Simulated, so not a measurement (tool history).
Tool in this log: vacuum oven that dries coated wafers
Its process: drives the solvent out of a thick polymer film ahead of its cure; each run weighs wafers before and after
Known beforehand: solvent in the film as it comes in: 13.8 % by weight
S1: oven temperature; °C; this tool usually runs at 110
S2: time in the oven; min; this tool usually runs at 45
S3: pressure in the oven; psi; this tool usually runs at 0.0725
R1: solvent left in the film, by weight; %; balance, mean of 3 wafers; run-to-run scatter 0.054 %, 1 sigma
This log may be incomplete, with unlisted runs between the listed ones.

{"run": 1, "hour": 0.0, "S1": 110, "S2": 45, "S3": 0.0725, "R1": 2.54}
{"run": 2, "hour": 28.5, "S1": 110, "S2": 45, "S3": 0.0725, "R1": 2.55}
{"run": 3, "hour": 63.5, "S1": 110, "S2": 45, "S3": 0.0725, "R1": 2.56}
{"run": 4, "hour": 103.6, "S1": 110, "S2": 28, "S3": 0.0725, "R1": 4.35}
{"run": 5, "hour": 130.3, "S1": 110, "S2": 45, "S3": 0.0725, "R1": 2.72}
{"run": 6, "hour": 151.2, "S1": 110, "S2": 45, "S3": 0.0725, "R1": 2.68}
{"run": 7, "hour": 190.9, "S1": 110, "S2": 45, "S3": 0.0725, "R1": 2.7}
{"run": 8, "hour": 230.5, "S1": 110, "S2": 45, "S3": 0.065, "R1": 2.72}
{"run": 9, "hour": 267.7, "S1": 110, "S2": 43, "S3": 0.0725, "R1": 2.89}
{"run": 10, "hour": 299.5, "S1": 110, "S2": 45, "S3": 0.0725, "R1": 2.77}
{"run": 11, "hour": 327.1, "S1": 110, "S2": 45, "S3": 0.0725, "R1": 2.77}
{"run": 12, "hour": 358.1, "S1": 111, "S2": 45, "S3": 0.0725, "R1": 2.68}
{"run": 13, "hour": 390.7, "S1": 116, "S2": 45, "S3": 0.0725, "R1": 1.9}
{"run": 14, "hour": 420.0, "S1": 116, "S2": 45, "S3": 0.0725, "R1": 1.93}
{"run": 15, "hour": 444.6, "S1": 116, "S2": 45, "S3": 0.0725, "R1": 1.9}
{"run": 16, "hour": 470.2, "S1": 116, "S2": 45, "S3": 0.0725, "R1": 1.88}
{"run": 17, "hour": 503.7, "S1": 114, "S2": 45, "S3": 0.0725, "R1": 2.19}
{"run": 18, "hour": 527.0, "S1": 114, "S2": 45, "S3": 0.0725, "R1": 2.18}
{"run": 19, "hour": 551.1, "S1": 99, "S2": 45, "S3": 0.0725, "R1": 5.11}
{"run": 20, "hour": 588.3, "S1": 99, "S2": 45, "S3": 0.0725, "R1": 5.08}
{"run": 21, "hour": 618.5, "S1": 99, "S2": 45, "S3": 0.0725, "R1": 4.87}
{"run": 22, "hour": 650.7, "S1": 99, "S2": 45, "S3": 0.0725, "R1": 4.88}
{"run": 23, "hour": 677.0, "S1": 99, "S2": 45, "S3": 0.0725, "R1": 4.85}
{"run": 24, "hour": 701.5, "S1": 101, "S2": 25, "S3": 0.0725, "R1": 6.49}
{"run": 25, "hour": 742.9, "S1": 101, "S2": 25, "S3": 0.0725, "R1": 6.59}
{"run": 26, "hour": 766.3, "S1": 110, "S2": 40, "S3": 0.0799, "R1": 3.02}
{"run": 27, "hour": 794.8, "S1": 110, "S2": 40, "S3": 0.0799, "R1": 3.2}
{"run": 28, "hour": 822.8, "S1": 110, "S2": 40, "S3": 0.0437, "R1": 2.68}
{"run": 29, "hour": 850.8, "S1": 106, "S2": 36, "S3": 0.2502, "R1": 5.65}
{"run": 30, "hour": 891.7, "S1": 106, "S2": 36, "S3": 0.2502, "R1": 5.89}
{"run": 31, "hour": 924.5, "S1": 106, "S2": 36, "S3": 0.2502, "R1": 5.93}
{"run": 32, "hour": 947.8, "S1": 103, "S2": 34, "S3": 0.2455, "R1": 6.98}
{"run": 33, "hour": 980.3, "S1": 103, "S2": 34, "S3": 0.2455, "R1": 6.88}
{"run": 34, "hour": 1014.6, "S1": 103, "S2": 34, "S3": 0.2455, "R1": 5.78}
{"run": 35, "hour": 1046.8, "S1": 122, "S2": 33, "S3": 0.2455, "R1": 2.24}
{"run": 36, "hour": 1088.2, "S1": 121, "S2": 28, "S3": 0.0502, "R1": 1.75}
{"run": 37, "hour": 1127.3, "S1": 121, "S2": 28, "S3": 0.0502, "R1": 1.82}
{"run": 38, "hour": 1166.1, "S1": 110, "S2": 35, "S3": 0.0725, "R1": 2.97}
{"run": 39, "hour": 1192.8, "S1": 110, "S2": 35, "S3": 0.0725, "R1": 2.94}
{"run": 40, "hour": 1232.5, "S1": 95, "S2": 23, "S3": 0.1536, "R1": 8.17}
{"run": 41, "hour": 1262.0, "S1": 115, "S2": 71, "S3": 0.2521, "R1": 2.23}
{"run": 42, "hour": 1290.9, "S1": 117, "S2": 71, "S3": 0.236, "R1": 1.89}
{"run": 43, "hour": 1309.4, "S1": 123, "S2": 44, "S3": 0.2019, "R1": 1.46}
{"run": 44, "hour": 1347.5, "S1": 123, "S2": 44, "S3": 0.2019, "R1": 1.61}
{"run": 45, "hour": 1373.6, "S1": 122, "S2": 22, "S3": 0.0386, "R1": 2.4}

Put back what was entered between runs (3 entries, withheld): which listed runs does each sit between, and how does the hidden state differ from the listed run before to the listed run after?
Runs 20 to 21: oven's thermocouples calibrated (hour 609.8)
  true wafer temperature over the reading, C: -1.15 -> 0.35; true pressure over the reading, kPa: 0.513 -> 0.521
  measured value less the no-hidden-state value, R1: +1.00 -> +0.68 %
Runs 29 to 30: vacuum gauge cleaned of residue and calibrated (hour 856.1)
  true wafer temperature over the reading, C: 0.22 -> 0.2; true pressure over the reading, kPa: 0.59 -> 0.841
  measured value less the no-hidden-state value, R1: +0.64 -> +0.95 %
Runs 33 to 34: vacuum gauge cleaned of residue and calibrated, once more (hour 998.0)
  true wafer temperature over the reading, C: 0.15 -> 0.13; true pressure over the reading, kPa: 0.868 -> 0.009
  measured value less the no-hidden-state value, R1: +1.03 -> -0.02 %
